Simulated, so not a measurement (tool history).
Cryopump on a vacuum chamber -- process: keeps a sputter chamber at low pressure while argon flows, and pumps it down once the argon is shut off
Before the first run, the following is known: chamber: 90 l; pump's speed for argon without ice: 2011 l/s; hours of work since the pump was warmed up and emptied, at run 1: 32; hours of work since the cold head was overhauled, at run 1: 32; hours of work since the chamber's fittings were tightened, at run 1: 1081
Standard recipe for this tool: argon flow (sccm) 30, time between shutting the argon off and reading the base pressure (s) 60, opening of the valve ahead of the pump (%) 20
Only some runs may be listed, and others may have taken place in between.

run	day	argon flow (sccm)	time between shutting the argon off and reading the base pressure (s)	opening of the valve ahead of the pump (%)	hours of work since the pump was warmed up and emptied	hours of work since the cold head was overhauled	hours of work since the chamber's fittings were tightened	pressure while argon flows (Pa)	pressure after the wait (uPa)
1	0.000	30	60	20	32	32	1081	0.1260	1.83
2	0.400	30	60	20	38	38	1088	0.1264	1.85
3	1.054	30	60	20	49	49	1098	0.1264	1.93
4	1.446	30	60	20	55	55	1104	0.1263	1.83
5	1.825	16	60	20	61	61	1110	0.0673	1.87
6	2.338	30	60	60	69	69	1118	0.0425	1.97
7	2.996	30	60	20	79	79	1129	0.1270	1.91
8	3.529	30	60	20	88	88	1137	0.1268	1.95
9	4.175	30	20	20	98	98	1147	0.1292	3.07
10	4.900	30	20	20	110	110	1159	0.1274	3.12
11	5.533	30	20	20	120	120	1169	0.1271	3.12
12	6.179	33	60	20	130	130	1179	0.1405	2.01
13	6.533	33	60	20	135	135	1185	0.1405	2.05
14	6.871	33	60	20	141	141	1190	0.1391	2.06
15	7.371	33	60	20	149	149	1198	0.1414	2.06
16	7.838	30	60	20	156	156	1205	0.1286	2.03
17	8.558	22	60	20	167	167	1217	0.0944	2.04
18	8.954	22	60	20	174	174	1223	0.0928	2.04
19	9.454	58	123	20	182	182	1231	0.2491	1.79
20	9.750	15	119	58	186	186	1236	0.0230	1.84
21	10.354	15	119	58	196	196	1245	0.0236	1.80
22	10.679	48	119	58	201	201	1250	0.0734	1.83
23	11.142	48	119	58	208	208	1258	0.0728	1.80
24	11.488	45	288	34	214	214	1263	0.1150	1.71
25	12.017	45	288	34	222	222	1272	0.1141	1.67
26	12.658	31	179	59	232	232	1282	0.0465	1.75
27	13.196	16	173	19	241	241	1290	0.0717	1.84
28	13.538	48	252	20	246	246	1296	0.2056	1.74
29	14.208	48	252	20	257	257	1306	0.2058	1.78
30	14.750	48	252	20	266	266	1315	0.2046	1.78
31	15.058	20	20	23	270	270	1320	0.0743	3.39
32	15.438	28	154	20	276	276	1326	0.1209	1.86
33	15.929	50	239	46	284	284	1334	0.0966	1.81
34	16.354	30	156	28	291	291	1340	0.0928	1.89

4 options for the next run, each taken on its own from the tool as it stands now. Forecast them:
A	17.021	19	33	17	301	301	1351	?	?
B	17.021	30	65	21	301	301	1351	?	?
C	17.021	27	156	25	301	301	1351	?	?
D	17.021	30	200	29	301	301	1351	?	?

run	pressure while argon flows (Pa)	pressure after the wait (uPa)
A	0.0954	2.72
B	0.1232	2.27
C	0.0942	1.88
D	0.0897	1.96
With the hidden condition removed and each run's random variation left untouched, the same runs would have given:
run	pressure while argon flows (Pa)	pressure after the wait (uPa)
A	0.0935	1.15
B	0.1201	0.66
C	0.0914	0.34
D	0.0866	0.36

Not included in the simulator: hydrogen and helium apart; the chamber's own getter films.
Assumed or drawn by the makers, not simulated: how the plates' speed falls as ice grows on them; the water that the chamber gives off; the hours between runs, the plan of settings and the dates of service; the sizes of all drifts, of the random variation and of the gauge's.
